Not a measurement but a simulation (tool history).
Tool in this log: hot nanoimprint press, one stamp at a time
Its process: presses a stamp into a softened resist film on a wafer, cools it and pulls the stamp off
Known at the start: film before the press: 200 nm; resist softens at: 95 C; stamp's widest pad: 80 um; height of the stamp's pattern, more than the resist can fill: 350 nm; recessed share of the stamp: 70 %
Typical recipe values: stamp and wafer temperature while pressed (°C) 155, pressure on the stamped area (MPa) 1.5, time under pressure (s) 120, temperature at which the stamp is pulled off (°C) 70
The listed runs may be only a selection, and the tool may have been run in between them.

run	day	stamp and wafer temperature while pressed (°C)	pressure on the stamped area (MPa)	time under pressure (s)	temperature at which the stamp is pulled off (°C)	resist left under the stamp's widest pad (angstrom)	greatest force while the stamp is pulled off (N)
1	0	155	1.5	120	70	960	232
2	2.762	155	1.5	120	70	947	242
3	5.5	155	1.5	120	70	950	275
# day 6.175: stamp cleaned and given a new release coat
4	8.146	155	1.5	120	70	933	223
5	10.133	155	1.5	120	70	939	240
6	12	155	1.5	120	70	932	246
# day 14.725: stamp cleaned and given a new release coat
7	15.521	155	1.5	120	70	918	216
8	18.608	155	2.39	120	70	753	233
9	20.667	155	2.39	120	70	750	259
# day 23.308: stamp cleaned and given a new release coat
10	24.175	155	2.39	100	70	791	217
11	26.088	155	2.39	100	70	776	235
12	29.138	155	2.39	100	70	776	252
# day 31.804: stamp cleaned and given a new release coat
13	32.354	155	2.39	100	70	764	217
14	34.392	155	2.39	100	70	770	221
15	36.917	147	1.5	120	70	1360	236
16	39.358	147	1.99	120	70	1243	262
# day 40.379: stamp cleaned and given a new release coat
# day 41.012: press's hydraulic seals changed and the load cell set to zero
17	41.325	155	1.05	171	71	873	212
# day 42.704: plate thermocouple calibrated
18	43.121	155	1.5	120	73	757	209
19	46.417	166	1.25	120	70	436	237
20	48.612	166	1.25	120	57	425	301
# day 49.488: stamp cleaned and given a new release coat
21	50.829	155	1.83	120	57	698	254
22	53.467	155	1.01	120	74	900	208
# day 54.983: plate thermocouple calibrated, once more
23	56.646	155	1.01	120	74	1155	248
# day 58.338: stamp cleaned and given a new release coat
24	59.225	155	1.5	119	70	975	216
25	61.154	155	1.5	119	70	972	234
26	62.475	155	1.5	119	70	971	253
27	65.079	155	1.5	119	70	978	258
# day 66.938: stamp cleaned and given a new release coat
28	67.5	158	1.2	120	70	891	222
29	68.95	163	1.27	132	70	631	223

Each row is a separate what-if for the run after 29, all from the same tool condition, not one after another. Results?
A	71.792	161	1.26	120	63	?	?
B	71.792	167	1.5	96	70	?	?
C	71.792	163	1.27	132	69	?	?

run	resist left under the stamp's widest pad (angstrom)	greatest force while the stamp is pulled off (N)
A	717	272
B	524	253
C	623	253
Stripped of hidden state, with their random variation kept, the same runs would have yielded:
run	resist left under the stamp's widest pad (angstrom)	greatest force while the stamp is pulled off (N)
A	736	240
B	535	225
C	639	224
